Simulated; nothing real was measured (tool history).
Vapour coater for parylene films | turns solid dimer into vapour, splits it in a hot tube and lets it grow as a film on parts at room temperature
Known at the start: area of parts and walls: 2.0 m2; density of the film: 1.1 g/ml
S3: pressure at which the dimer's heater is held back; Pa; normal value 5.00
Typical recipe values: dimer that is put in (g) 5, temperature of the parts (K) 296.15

{"run": 1, "hour": 0.0, "dimer that is put in (g)": 5, "temperature of the parts (K)": 296.15, "S3": 5.0, "thickness of the film (nm)": 1440}
{"run": 2, "hour": 34.9, "dimer that is put in (g)": 3, "temperature of the parts (K)": 296.15, "S3": 5.0, "thickness of the film (nm)": 870}
{"run": 3, "hour": 79.2, "dimer that is put in (g)": 3, "temperature of the parts (K)": 296.15, "S3": 5.0, "thickness of the film (nm)": 850}
{"run": 4, "hour": 116.0, "dimer that is put in (g)": 5, "temperature of the parts (K)": 296.15, "S3": 5.0, "thickness of the film (nm)": 1410}
{"run": 5, "hour": 148.6, "dimer that is put in (g)": 2, "temperature of the parts (K)": 296.15, "S3": 5.0, "thickness of the film (nm)": 550}
{"run": 6, "hour": 191.2, "dimer that is put in (g)": 5, "temperature of the parts (K)": 302.15, "S3": 5.0, "thickness of the film (nm)": 1110}
{"hour": 201.3, "done": "trap's valve overhauled"}
{"run": 7, "hour": 218.2, "dimer that is put in (g)": 5, "temperature of the parts (K)": 302.15, "S3": 3.89, "thickness of the film (nm)": 1350}
{"run": 8, "hour": 242.8, "dimer that is put in (g)": 5, "temperature of the parts (K)": 304.15, "S3": 3.89, "thickness of the film (nm)": 1260}
{"run": 9, "hour": 291.6, "dimer that is put in (g)": 5, "temperature of the parts (K)": 304.15, "S3": 3.89, "thickness of the film (nm)": 1240}
{"run": 10, "hour": 341.5, "dimer that is put in (g)": 5, "temperature of the parts (K)": 304.15, "S3": 3.89, "thickness of the film (nm)": 1250}
{"run": 11, "hour": 395.8, "dimer that is put in (g)": 5, "temperature of the parts (K)": 296.15, "S3": 5.0, "thickness of the film (nm)": 1530}
{"run": 12, "hour": 448.9, "dimer that is put in (g)": 5, "temperature of the parts (K)": 296.15, "S3": 5.0, "thickness of the film (nm)": 1520}
{"run": 13, "hour": 481.2, "dimer that is put in (g)": 5, "temperature of the parts (K)": 296.15, "S3": 4.13, "thickness of the film (nm)": 1540}
{"run": 14, "hour": 523.2, "dimer that is put in (g)": 3, "temperature of the parts (K)": 296.15, "S3": 4.13, "thickness of the film (nm)": 930}
{"run": 15, "hour": 570.6, "dimer that is put in (g)": 3, "temperature of the parts (K)": 296.15, "S3": 4.13, "thickness of the film (nm)": 890}
{"run": 16, "hour": 608.1, "dimer that is put in (g)": 3, "temperature of the parts (K)": 296.15, "S3": 4.13, "thickness of the film (nm)": 890}
{"run": 17, "hour": 650.0, "dimer that is put in (g)": 8, "temperature of the parts (K)": 296.15, "S3": 4.13, "thickness of the film (nm)": 2400}
{"hour": 656.1, "done": "table's thermometer calibrated"}
{"run": 18, "hour": 685.1, "dimer that is put in (g)": 8, "temperature of the parts (K)": 296.15, "S3": 4.13, "thickness of the film (nm)": 2390}
{"run": 19, "hour": 725.6, "dimer that is put in (g)": 4, "temperature of the parts (K)": 303.15, "S3": 5.0, "thickness of the film (nm)": 900}
{"hour": 767.0, "done": "table's thermometer calibrated, once more"}
{"hour": 778.5, "done": "trap's valve overhauled"}
{"run": 20, "hour": 779.6, "dimer that is put in (g)": 8, "temperature of the parts (K)": 296.15, "S3": 5.0, "thickness of the film (nm)": 2480}
{"run": 21, "hour": 829.9, "dimer that is put in (g)": 8, "temperature of the parts (K)": 296.15, "S3": 5.0, "thickness of the film (nm)": 2470}
{"run": 22, "hour": 881.4, "dimer that is put in (g)": 3, "temperature of the parts (K)": 290.15, "S3": 6.06, "thickness of the film (nm)": 1080}
{"run": 23, "hour": 927.9, "dimer that is put in (g)": 3, "temperature of the parts (K)": 303.15, "S3": 5.98, "thickness of the film (nm)": 690}
{"run": 24, "hour": 960.9, "dimer that is put in (g)": 3, "temperature of the parts (K)": 303.15, "S3": 5.98, "thickness of the film (nm)": 680}
{"run": 25, "hour": 1004.1, "dimer that is put in (g)": 9, "temperature of the parts (K)": 296.15, "S3": 4.56, "thickness of the film (nm)": 2700}
{"run": 26, "hour": 1059.1, "dimer that is put in (g)": 9, "temperature of the parts (K)": 296.15, "S3": 4.56, "thickness of the film (nm)": 2690}
{"run": 27, "hour": 1101.8, "dimer that is put in (g)": 9, "temperature of the parts (K)": 296.15, "S3": 4.56, "thickness of the film (nm)": 2660}
{"run": 28, "hour": 1139.9, "dimer that is put in (g)": 3, "temperature of the parts (K)": 296.15, "S3": 7.36, "thickness of the film (nm)": 780}
{"run": 29, "hour": 1165.8, "dimer that is put in (g)": 3, "temperature of the parts (K)": 296.15, "S3": 7.36, "thickness of the film (nm)": 780}
{"run": 30, "hour": 1214.8, "dimer that is put in (g)": 7, "temperature of the parts (K)": 297.15, "S3": 5.0, "thickness of the film (nm)": 1870}
{"run": 31, "hour": 1248.5, "dimer that is put in (g)": 7, "temperature of the parts (K)": 297.15, "S3": 5.0, "thickness of the film (nm)": 1880}
{"run": 32, "hour": 1288.1, "dimer that is put in (g)": 7, "temperature of the parts (K)": 297.15, "S3": 5.0, "thickness of the film (nm)": 1840}
{"run": 33, "hour": 1339.7, "dimer that is put in (g)": 3, "temperature of the parts (K)": 296.15, "S3": 6.28, "thickness of the film (nm)": 770}
{"hour": 1352.6, "done": "trap's valve overhauled"}
{"run": 34, "hour": 1384.7, "dimer that is put in (g)": 7, "temperature of the parts (K)": 296.15, "S3": 11.52, "thickness of the film (nm)": 1890}
{"run": 35, "hour": 1439.2, "dimer that is put in (g)": 7, "temperature of the parts (K)": 296.15, "S3": 11.52, "thickness of the film (nm)": 1880}
{"run": 36, "hour": 1477.2, "dimer that is put in (g)": 5, "temperature of the parts (K)": 296.15, "S3": 3.67, "thickness of the film (nm)": 1630}

Forecast each of these 4 alternatives for the next run:
{"run": "A", "hour": 1509.2, "dimer that is put in (g)": 6, "temperature of the parts (K)": 298.15, "S3": 10.97, "thickness of the film (nm)": "?"}
{"run": "B", "hour": 1509.2, "dimer that is put in (g)": 5, "temperature of the parts (K)": 296.15, "S3": 2.14, "thickness of the film (nm)": "?"}
{"run": "C", "hour": 1509.2, "dimer that is put in (g)": 4, "temperature of the parts (K)": 297.15, "S3": 2.52, "thickness of the film (nm)": "?"}
{"run": "D", "hour": 1509.2, "dimer that is put in (g)": 8, "temperature of the parts (K)": 288.15, "S3": 2.77, "thickness of the film (nm)": "?"}

run=A thickness_of_the_film_(nm)=1490
run=B thickness_of_the_film_(nm)=1770
run=C thickness_of_the_film_(nm)=1330
run=D thickness_of_the_film_(nm)=3420
Had the tool no hidden state, the same runs would have come out as:
run=A thickness_of_the_film_(nm)=1540
run=B thickness_of_the_film_(nm)=1830
run=C thickness_of_the_film_(nm)=1370
run=D thickness_of_the_film_(nm)=3580
